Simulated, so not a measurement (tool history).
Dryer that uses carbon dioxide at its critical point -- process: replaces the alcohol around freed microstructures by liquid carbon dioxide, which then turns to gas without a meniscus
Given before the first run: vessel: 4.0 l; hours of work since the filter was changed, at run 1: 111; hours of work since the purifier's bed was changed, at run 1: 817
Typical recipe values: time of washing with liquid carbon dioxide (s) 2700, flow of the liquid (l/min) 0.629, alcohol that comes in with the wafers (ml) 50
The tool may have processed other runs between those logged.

| run | hour | time of washing with liquid carbon dioxide (s) | flow of the liquid (l/min) | alcohol that comes in with the wafers (ml) | hours of work since the filter was changed | hours of work since the purifier's bed was changed | alcohol left in the vessel before it's heated (ppm by volume) |
|---|---|---|---|---|---|---|---|
| 1 | 0 | 2700 | 0.629 | 50 | 111 | 817 | 238 |
| 2 | 33.7 | 2700 | 0.629 | 50 | 136 | 842 | 254 |
| 3 | 59.2 | 2700 | 0.629 | 50 | 154 | 861 | 255 |
| 4 | 86.8 | 2700 | 0.629 | 50 | 175 | 881 | 252 |
|  | 121.5 | purifier's bed changed |
| 5 | 124.6 | 2700 | 1.051 | 50 | 200 | 2 | 7 |
| 6 | 172.8 | 1860 | 1.051 | 50 | 235 | 38 | 28 |
| 7 | 218.1 | 1860 | 1.051 | 50 | 269 | 71 | 25 |
| 8 | 277.6 | 3420 | 0.4 | 50 | 312 | 114 | 108 |
| 9 | 337.4 | 1920 | 0.489 | 29 | 356 | 158 | 282 |
|  | 341.8 | inlet filter changed |
| 10 | 382.8 | 2220 | 0.515 | 44 | 30 | 191 | 170 |
| 11 | 418.9 | 2820 | 0.866 | 20 | 57 | 217 | 68 |

5 ways to go on from here, each from the tool as it stands after run 11. What would each give?
| A | 464.7 | 2520 | 0.629 | 75 | 90 | 251 | ? |
| B | 464.7 | 4080 | 0.629 | 50 | 90 | 251 | ? |
| C | 464.7 | 2160 | 0.629 | 50 | 90 | 251 | ? |
| D | 464.7 | 2100 | 0.871 | 32 | 90 | 251 | ? |
| E | 464.7 | 2100 | 1.037 | 71 | 90 | 251 | ? |

| run | alcohol left in the vessel before it's heated (ppm by volume) |
|---|---|
| A | 106 |
| B | 78 |
| C | 127 |
| D | 81 |
| E | 85 |
Stripped of hidden state, with their random variation kept, the same runs would have yielded:
| run | alcohol left in the vessel before it's heated (ppm by volume) |
|---|---|
| A | 29 |
| B | 9 |
| C | 47 |
| D | 11 |
| E | 15 |
